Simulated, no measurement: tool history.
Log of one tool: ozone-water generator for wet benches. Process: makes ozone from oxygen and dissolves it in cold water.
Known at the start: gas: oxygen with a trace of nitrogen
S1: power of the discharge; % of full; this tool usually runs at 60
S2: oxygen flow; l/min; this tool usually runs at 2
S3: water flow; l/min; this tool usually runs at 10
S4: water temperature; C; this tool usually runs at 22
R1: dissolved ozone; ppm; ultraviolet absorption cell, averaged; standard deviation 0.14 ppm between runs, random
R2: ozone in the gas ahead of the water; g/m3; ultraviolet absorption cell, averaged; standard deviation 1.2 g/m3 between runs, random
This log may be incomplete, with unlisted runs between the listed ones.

{"run": 1, "day": 0.0, "S1": 60, "S2": 2, "S3": 10, "S4": 22, "R1": 16.1, "R2": 220.4}
{"run": 2, "day": 4.592, "S1": 60, "S2": 2, "S3": 10, "S4": 22, "R1": 16.1, "R2": 218.6}
{"run": 3, "day": 10.333, "S1": 60, "S2": 2, "S3": 10, "S4": 22, "R1": 15.9, "R2": 220.6}
{"run": 4, "day": 16.196, "S1": 60, "S2": 1.32, "S3": 10, "S4": 22, "R1": 14.1, "R2": 254.5}
{"run": 5, "day": 21.112, "S1": 60, "S2": 2, "S3": 9, "S4": 22, "R1": 17.3, "R2": 217.2}
{"run": 6, "day": 23.571, "S1": 60, "S2": 2, "S3": 9, "S4": 22, "R1": 17.3, "R2": 218.6}
{"run": 7, "day": 28.458, "S1": 60, "S2": 2, "S3": 10, "S4": 22, "R1": 15.8, "R2": 217.4}
{"run": 8, "day": 33.5, "S1": 60, "S2": 2, "S3": 7, "S4": 22, "R1": 20.7, "R2": 220.1}
{"run": 9, "day": 36.875, "S1": 60, "S2": 2, "S3": 7, "S4": 22, "R1": 20.4, "R2": 217.2}
{"run": 10, "day": 40.9, "S1": 60, "S2": 2, "S3": 7, "S4": 22, "R1": 20.8, "R2": 216.8}
{"run": 11, "day": 44.004, "S1": 60, "S2": 2, "S3": 15, "S4": 22, "R1": 10.9, "R2": 217.4}
{"run": 12, "day": 49.125, "S1": 60, "S2": 2, "S3": 15, "S4": 22, "R1": 11.1, "R2": 217.2}
{"run": 13, "day": 52.758, "S1": 60, "S2": 2, "S3": 8, "S4": 22, "R1": 18.4, "R2": 217}
{"run": 14, "day": 57.212, "S1": 60, "S2": 2, "S3": 8, "S4": 22, "R1": 18.8, "R2": 220.1}
{"run": 15, "day": 63.067, "S1": 60, "S2": 2, "S3": 8, "S4": 19, "R1": 19.6, "R2": 215.6}
{"run": 16, "day": 68.633, "S1": 60, "S2": 2, "S3": 8, "S4": 24, "R1": 18.3, "R2": 218.1}
{"run": 17, "day": 71.254, "S1": 60, "S2": 2, "S3": 8, "S4": 24, "R1": 18, "R2": 217.3}
{"run": 18, "day": 76.738, "S1": 60, "S2": 2.01, "S3": 8, "S4": 24, "R1": 17.7, "R2": 215.2}
{"run": 19, "day": 80.162, "S1": 60, "S2": 2.01, "S3": 8, "S4": 24, "R1": 17.8, "R2": 216.1}
{"run": 20, "day": 85.712, "S1": 60, "S2": 2.01, "S3": 8, "S4": 24, "R1": 18, "R2": 215.7}
{"run": 21, "day": 91.025, "S1": 89, "S2": 3.59, "S3": 8, "S4": 24, "R1": 26.5, "R2": 247.9}
{"run": 22, "day": 96.512, "S1": 41, "S2": 2, "S3": 10, "S4": 24, "R1": 10.7, "R2": 153.5}
{"run": 23, "day": 101.746, "S1": 41, "S2": 2.19, "S3": 10, "S4": 24, "R1": 10.9, "R2": 150.1}
{"run": 24, "day": 107.038, "S1": 65, "S2": 2, "S3": 10, "S4": 20, "R1": 16.9, "R2": 231.4}
{"run": 25, "day": 109.525, "S1": 86, "S2": 2.03, "S3": 7, "S4": 15, "R1": 30.7, "R2": 292.7}
{"run": 26, "day": 113.921, "S1": 70, "S2": 1.13, "S3": 13, "S4": 15, "R1": 11.8, "R2": 303.6}
{"run": 27, "day": 118.342, "S1": 44, "S2": 1.71, "S3": 13, "S4": 15, "R1": 10, "R2": 172.7}
{"run": 28, "day": 123.571, "S1": 44, "S2": 1.71, "S3": 13, "S4": 15, "R1": 9.6, "R2": 172.5}
{"run": 29, "day": 126.712, "S1": 44, "S2": 1.71, "S3": 13, "S4": 15, "R1": 9.5, "R2": 171.1}
{"run": 30, "day": 131.396, "S1": 44, "S2": 1.71, "S3": 13, "S4": 15, "R1": 9.5, "R2": 174.4}
{"run": 31, "day": 134.704, "S1": 60, "S2": 2.23, "S3": 6, "S4": 22, "R1": 22.5, "R2": 205.2}
{"run": 32, "day": 138.358, "S1": 60, "S2": 2.23, "S3": 6, "S4": 22, "R1": 21.9, "R2": 207.2}
{"day": 140.017, "done": "water thermometer calibrated"}
{"run": 33, "day": 142.829, "S1": 60, "S2": 1.97, "S3": 6, "S4": 22, "R1": 22.1, "R2": 213.2}

Alternative continuations, all from the tool just after run 33; predict every row:
{"run": "A", "day": 147.896, "S1": 60, "S2": 3.57, "S3": 16, "S4": 22, "R1": "?", "R2": "?"}
{"run": "B", "day": 147.896, "S1": 60, "S2": 2, "S3": 9, "S4": 22, "R1": "?", "R2": "?"}
{"run": "C", "day": 147.896, "S1": 83, "S2": 1.67, "S3": 9, "S4": 22, "R1": "?", "R2": "?"}
{"run": "D", "day": 147.896, "S1": 60, "S2": 1.01, "S3": 16, "S4": 15, "R1": "?", "R2": "?"}

run=A R1=11.8 R2=172.7
run=B R1=16.5 R2=212.3
run=C R1=21.4 R2=301.3
run=D R1=8 R2=269.5
With no hidden state in the tool, these same runs would have given:
run=A R1=13.4 R2=184.5
run=B R1=18.6 R2=226.8
run=C R1=24.7 R2=329.2
run=D R1=9 R2=287.9
